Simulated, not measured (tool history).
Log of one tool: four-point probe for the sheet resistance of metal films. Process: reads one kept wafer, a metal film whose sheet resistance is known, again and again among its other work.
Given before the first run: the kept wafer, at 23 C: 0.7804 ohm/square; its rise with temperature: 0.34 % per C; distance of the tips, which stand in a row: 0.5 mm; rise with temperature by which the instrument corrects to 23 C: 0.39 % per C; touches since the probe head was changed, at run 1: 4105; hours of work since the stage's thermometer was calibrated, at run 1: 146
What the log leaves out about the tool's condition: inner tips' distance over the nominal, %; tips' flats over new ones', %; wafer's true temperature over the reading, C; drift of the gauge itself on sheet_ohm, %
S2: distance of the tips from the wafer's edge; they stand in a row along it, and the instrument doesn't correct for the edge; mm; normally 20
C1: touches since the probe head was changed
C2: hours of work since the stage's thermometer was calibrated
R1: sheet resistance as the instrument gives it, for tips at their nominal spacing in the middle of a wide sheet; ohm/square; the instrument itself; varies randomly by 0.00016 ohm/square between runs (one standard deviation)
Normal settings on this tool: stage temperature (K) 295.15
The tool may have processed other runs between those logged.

Run 1, hour 0: usual settings; C1 4105; C2 146. Result: R1 0.785788 ohm/square.
Run 2, hour 11.9: usual settings; C1 4317; C2 151. Result: R1 0.785692 ohm/square.
Run 3, hour 23.6: usual settings but stage temperature (K) 299.15; C1 4526; C2 156. Result: R1 0.78456 ohm/square.
Run 4, hour 32.8: usual settings but stage temperature (K) 299.15; C1 4689; C2 161. Result: R1 0.78434 ohm/square.
Run 5, hour 49.5: usual settings but stage temperature (K) 299.15, S2 34 mm; C1 4987; C2 168. Result: R1 0.784224 ohm/square.
Run 6, hour 64.9: usual settings; C1 5263; C2 175. Result: R1 0.785307 ohm/square.
Run 7, hour 81.6: usual settings; C1 5560; C2 183. Result: R1 0.785762 ohm/square.
Run 8, hour 92.5: usual settings; C1 5754; C2 187. Result: R1 0.785976 ohm/square.
Run 9, hour 113.1: usual settings; C1 6122; C2 197. Result: R1 0.785901 ohm/square.
Run 10, hour 133.4: usual settings; C1 6484; C2 206. Result: R1 0.785862 ohm/square.
Run 11, hour 154.4: usual settings; C1 6859; C2 215. Result: R1 0.785913 ohm/square.
Run 12, hour 167.6: usual settings; C1 7093; C2 221. Result: R1 0.785939 ohm/square.
Run 13, hour 182.6: usual settings; C1 7361; C2 228. Result: R1 0.786076 ohm/square.
Run 14, hour 193.7: usual settings but stage temperature (K) 304.15, S2 16 mm; C1 7559; C2 233. Result: R1 0.782934 ohm/square.
Run 15, hour 202.8: usual settings but stage temperature (K) 307.15, S2 57 mm; C1 7720; C2 237. Result: R1 0.781801 ohm/square.
Run 16, hour 212.9: usual settings but S2 43 mm; C1 7901; C2 241. Result: R1 0.78595 ohm/square.
Run 17, hour 233.8: usual settings but stage temperature (K) 292.15, S2 46 mm; C1 8274; C2 251. Result: R1 0.786646 ohm/square.
Run 18, hour 244.2: usual settings but S2 6 mm; C1 8459; C2 255. Result: R1 0.788926 ohm/square.
Run 19, hour 255.9: usual settings but stage temperature (K) 298.15, S2 5 mm; C1 8667; C2 261. Result: R1 0.788756 ohm/square.
Run 20, hour 271.9: usual settings but stage temperature (K) 306.15, S2 5 mm; C1 8954; C2 268. Result: R1 0.786371 ohm/square.

The next listed run, before its measurement:
Run 21, hour 291.9: usual settings but stage temperature (K) 300.15, S2 7 mm; C1 9311; C2 277. Result: R1 ?.

Logged for run 21: R1 0.786268 ohm/square.
The same run, on a tool lacking any hidden state, would have yielded R1 0.781194 ohm/square.

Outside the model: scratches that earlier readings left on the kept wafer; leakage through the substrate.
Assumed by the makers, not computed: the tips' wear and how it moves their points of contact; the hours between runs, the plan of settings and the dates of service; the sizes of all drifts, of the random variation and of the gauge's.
